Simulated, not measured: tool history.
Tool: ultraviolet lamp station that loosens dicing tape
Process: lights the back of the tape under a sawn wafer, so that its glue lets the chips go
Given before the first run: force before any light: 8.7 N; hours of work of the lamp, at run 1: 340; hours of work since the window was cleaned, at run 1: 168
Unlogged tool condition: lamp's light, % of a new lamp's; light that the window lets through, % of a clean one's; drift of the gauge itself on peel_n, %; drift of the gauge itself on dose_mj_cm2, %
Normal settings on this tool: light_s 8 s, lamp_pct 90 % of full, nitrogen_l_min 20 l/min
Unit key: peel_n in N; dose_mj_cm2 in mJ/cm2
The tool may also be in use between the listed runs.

run	day	light_s	lamp_pct	nitrogen_l_min	hours of work of the lamp	hours of work since the window was cleaned	peel_n	dose_mj_cm2
1	0	8	90	20	340	168	0.995	510
2	0.467	8	90	20	346	174	1.016	512
3	0.867	8	90	20	351	179	1.005	512
4	1.233	8	90	20	355	183	1.054	508
5	1.654	8	90	20	361	189	1.057	504
6	2.079	8	90	20	366	194	1.046	505
7	2.483	8	93	20	371	199	0.992	513
8	3.075	8	68	20	379	206	1.699	378
9	3.479	15	68	20	384	212	0.464	705
10	4.033	15	68	25	391	219	0.388	700
11	4.45	7	90	20	396	224	1.402	431
12	4.879	5	90	20	401	229	2.418	306
13	5.396	9	90	20	408	236	0.853	544
14	6.046	6	90	20	416	244	1.884	365
15	6.392	8	90	20	421	248	1.139	481
16	6.688	8	90	22	424	252	1.032	477
17	7.083	8	90	22	429	257	1.044	479
18	7.462	5	91	14	434	262	2.878	306
19	7.958	5	63	10	440	268	4.376	207
20	8.521	5	66	10	447	275	4.487	214
21	9.021	7	90	20	454	282	1.537	412
22	9.567	8	65	10	461	288	2.865	343
23	10.238	8	64	9	469	297	3.122	331
# day 10.433: window cleaned of glue's vapour
24	10.733	10	90	20	475	4	0.527	669
25	11.208	10	90	20	481	10	0.531	671
26	11.725	10	90	20	488	16	0.539	666
27	12.15	6	90	20	493	22	1.595	397
28	12.479	9	69	16	497	26	1.429	463
29	12.888	9	97	14	502	31	0.843	643
30	13.45	4	92	20	509	38	2.858	265

What if the next run were any one of these 5? Each begins from the tool's condition after run 30:
A	13.988	5	92	20	516	45	?	?
B	13.988	9	90	35	516	45	?	?
C	13.988	8	70	20	516	45	?	?
D	13.988	8	90	20	516	45	?	?
E	13.988	10	92	6	516	45	?	?

run	peel_n	dose_mj_cm2
A	2.182	335
B	0.436	590
C	1.559	407
D	0.999	519
E	1.58	672
Stripped of hidden state, with their random variation kept, the same runs would have yielded:
run	peel_n	dose_mj_cm2
A	1.823	378
B	0.311	666
C	1.256	459
D	0.763	585
E	1.278	758
